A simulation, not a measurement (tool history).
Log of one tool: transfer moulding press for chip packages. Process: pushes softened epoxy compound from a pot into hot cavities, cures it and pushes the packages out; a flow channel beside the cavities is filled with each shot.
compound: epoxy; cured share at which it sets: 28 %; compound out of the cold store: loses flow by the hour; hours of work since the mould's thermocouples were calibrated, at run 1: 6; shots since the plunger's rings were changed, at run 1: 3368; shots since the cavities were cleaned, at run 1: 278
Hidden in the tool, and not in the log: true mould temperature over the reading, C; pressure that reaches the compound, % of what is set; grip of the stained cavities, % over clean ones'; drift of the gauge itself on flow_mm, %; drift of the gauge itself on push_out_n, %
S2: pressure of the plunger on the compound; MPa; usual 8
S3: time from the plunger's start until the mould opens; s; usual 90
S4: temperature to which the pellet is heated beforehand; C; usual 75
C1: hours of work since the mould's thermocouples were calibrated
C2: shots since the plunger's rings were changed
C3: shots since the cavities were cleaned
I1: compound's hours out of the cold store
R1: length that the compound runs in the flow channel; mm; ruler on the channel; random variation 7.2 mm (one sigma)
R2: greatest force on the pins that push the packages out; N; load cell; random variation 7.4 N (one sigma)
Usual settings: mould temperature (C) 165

run 1 hour=0.0 | mould_temperature_(C)=165 S2=8 S3=90 S4=75 | C1=6 C2=3368 C3=278 | I1=15.1 | R1=894 R2=319
-- hour=34.2 cavities cleaned with cleaning compound and waxed
run 2 hour=38.2 | mould_temperature_(C)=165 S2=8 S3=90 S4=75 | C1=28 C2=3841 C3=51 | I1=33.8 | R1=820 R2=312
run 3 hour=72.7 | mould_temperature_(C)=162 S2=8 S3=90 S4=75 | C1=50 C2=4287 C3=497 | I1=24.9 | R1=858 R2=357
-- hour=87.0 cavities cleaned with cleaning compound and waxed
-- hour=97.0 plunger's sealing rings changed
run 4 hour=113.8 | mould_temperature_(C)=162 S2=8 S3=90 S4=75 | C1=73 C2=217 C3=315 | I1=39.9 | R1=814 R2=361
-- hour=143.2 cavities cleaned with cleaning compound and waxed
run 5 hour=145.7 | mould_temperature_(C)=165 S2=8 S3=90 S4=75 | C1=92 C2=609 C3=33 | I1=16.3 | R1=890 R2=304
run 6 hour=171.8 | mould_temperature_(C)=165 S2=8 S3=90 S4=75 | C1=108 C2=945 C3=369 | I1=29.9 | R1=825 R2=318
-- hour=197.7 cavities cleaned with cleaning compound and waxed
run 7 hour=222.0 | mould_temperature_(C)=165 S2=8 S3=90 S4=75 | C1=139 C2=1574 C3=313 | I1=12.5 | R1=904 R2=328
-- hour=252.7 cavities cleaned with cleaning compound and waxed
run 8 hour=256.1 | mould_temperature_(C)=165 S2=8 S3=90 S4=75 | C1=159 C2=1995 C3=45 | I1=20.2 | R1=864 R2=309
-- hour=304.8 cavities cleaned with cleaning compound and waxed
run 9 hour=304.8 | mould_temperature_(C)=165 S2=8 S3=90 S4=81 | C1=189 C2=2603 C3=0 | I1=35.4 | R1=801 R2=305
run 10 hour=325.7 | mould_temperature_(C)=165 S2=8 S3=90 S4=81 | C1=202 C2=2874 C3=271 | I1=26.3 | R1=835 R2=320
-- hour=357.5 cavities cleaned with cleaning compound and waxed
run 11 hour=369.0 | mould_temperature_(C)=165 S2=8 S3=90 S4=81 | C1=228 C2=3412 C3=147 | I1=13.8 | R1=894 R2=314
run 12 hour=399.3 | mould_temperature_(C)=165 S2=8 S3=102 S4=81 | C1=247 C2=3803 C3=538 | I1=21.2 | R1=865 R2=295
-- hour=413.1 cavities cleaned with cleaning compound and waxed
run 13 hour=447.3 | mould_temperature_(C)=165 S2=8 S3=102 S4=81 | C1=276 C2=4403 C3=441 | I1=17.0 | R1=879 R2=295

The next listed run, before its measurement:
-- hour=459.5 plunger's sealing rings changed
-- hour=471.3 cavities cleaned with cleaning compound and waxed
run 14 hour=490.2 | mould_temperature_(C)=165 S2=8 S3=102 S4=81 | C1=300 C2=377 C3=244 | I1=15.1 | R1=? R2=?

Run 14 gave R1 872 mm, R2 279 N.
Without the tool's hidden state the same run would have given R1 872 mm, R2 277 N.

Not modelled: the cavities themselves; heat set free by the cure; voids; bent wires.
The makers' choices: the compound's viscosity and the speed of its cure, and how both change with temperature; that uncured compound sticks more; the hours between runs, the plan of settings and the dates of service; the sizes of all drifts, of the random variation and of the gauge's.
